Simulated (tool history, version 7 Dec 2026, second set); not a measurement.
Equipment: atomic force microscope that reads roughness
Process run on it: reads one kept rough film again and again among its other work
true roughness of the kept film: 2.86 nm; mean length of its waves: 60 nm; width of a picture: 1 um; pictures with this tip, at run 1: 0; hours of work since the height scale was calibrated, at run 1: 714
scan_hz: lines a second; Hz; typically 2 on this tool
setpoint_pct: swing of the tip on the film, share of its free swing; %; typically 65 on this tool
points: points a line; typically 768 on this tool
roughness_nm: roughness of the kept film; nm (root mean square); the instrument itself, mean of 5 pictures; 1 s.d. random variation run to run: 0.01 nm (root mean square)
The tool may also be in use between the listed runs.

| run | hour | scan_hz | setpoint_pct | points | pictures with this tip | hours of work since the height scale was calibrated | roughness_nm |
|---|---|---|---|---|---|---|---|
| 1 | 0 | 2 | 65 | 768 | 0 | 714 | 2.652 |
| 2 | 50.8 | 2 | 65 | 768 | 73 | 744 | 2.546 |
|  | 60.8 | new tip fitted |
| 3 | 108.1 | 2 | 65 | 768 | 67 | 778 | 2.566 |
|  | 124.2 | new tip fitted |
| 4 | 137.4 | 1.48 | 65 | 768 | 18 | 795 | 2.639 |
| 5 | 177.9 | 1.48 | 65 | 768 | 76 | 819 | 2.597 |
|  | 182.8 | new tip fitted |
| 6 | 204.7 | 1.48 | 65 | 768 | 31 | 835 | 2.636 |
|  | 242 | new tip fitted |
| 7 | 242 | 1.48 | 65 | 768 | 0 | 857 | 2.678 |
| 8 | 293.1 | 2 | 65 | 768 | 73 | 887 | 2.558 |
|  | 302.9 | new tip fitted |
| 9 | 323 | 2 | 65 | 768 | 29 | 905 | 2.602 |
|  | 361.2 | new tip fitted |
| 10 | 364.6 | 1.71 | 71 | 316 | 5 | 929 | 2.614 |
| 11 | 396.4 | 1.35 | 65 | 768 | 50 | 948 | 2.641 |
|  | 424.2 | new tip fitted |
| 12 | 441.1 | 2.62 | 65 | 315 | 24 | 974 | 2.568 |
| 13 | 475.5 | 2.62 | 65 | 315 | 74 | 995 | 2.497 |
|  | 485.6 | new tip fitted |
| 14 | 502.8 | 2 | 65 | 834 | 25 | 1011 | 2.602 |
| 15 | 541.1 | 0.86 | 58 | 834 | 80 | 1034 | 2.644 |
|  | 544.6 | new tip fitted |
| 16 | 573.8 | 0.86 | 62 | 532 | 42 | 1053 | 2.664 |
|  | 604.4 | new tip fitted |
| 17 | 630.5 | 2 | 65 | 277 | 37 | 1086 | 2.595 |
|  | 664.4 | new tip fitted |
| 18 | 668.3 | 2 | 65 | 277 | 6 | 1109 | 2.617 |

Measured minus without-hidden-state, run by run (identical run-to-run variation in each term; gauge scatter may differ):
What the log doesn't record here: radius of the tip, nm; height scale over the true one, %; drift of the gauge itself on roughness_nm, %.
| run | roughness_nm |
|---|---|
| 1 | -0.022 |
| 2 | -0.105 |
| 3 | -0.105 |
| 4 | -0.041 |
| 5 | -0.108 |
| 6 | -0.055 |
| 7 | -0.022 |
| 8 | -0.102 |
| 9 | -0.054 |
| 10 | -0.028 |
| 11 | -0.083 |
| 12 | -0.049 |
| 13 | -0.103 |
| 14 | -0.055 |
| 15 | -0.119 |
| 16 | -0.075 |
| 17 | -0.071 |
| 18 | -0.035 |

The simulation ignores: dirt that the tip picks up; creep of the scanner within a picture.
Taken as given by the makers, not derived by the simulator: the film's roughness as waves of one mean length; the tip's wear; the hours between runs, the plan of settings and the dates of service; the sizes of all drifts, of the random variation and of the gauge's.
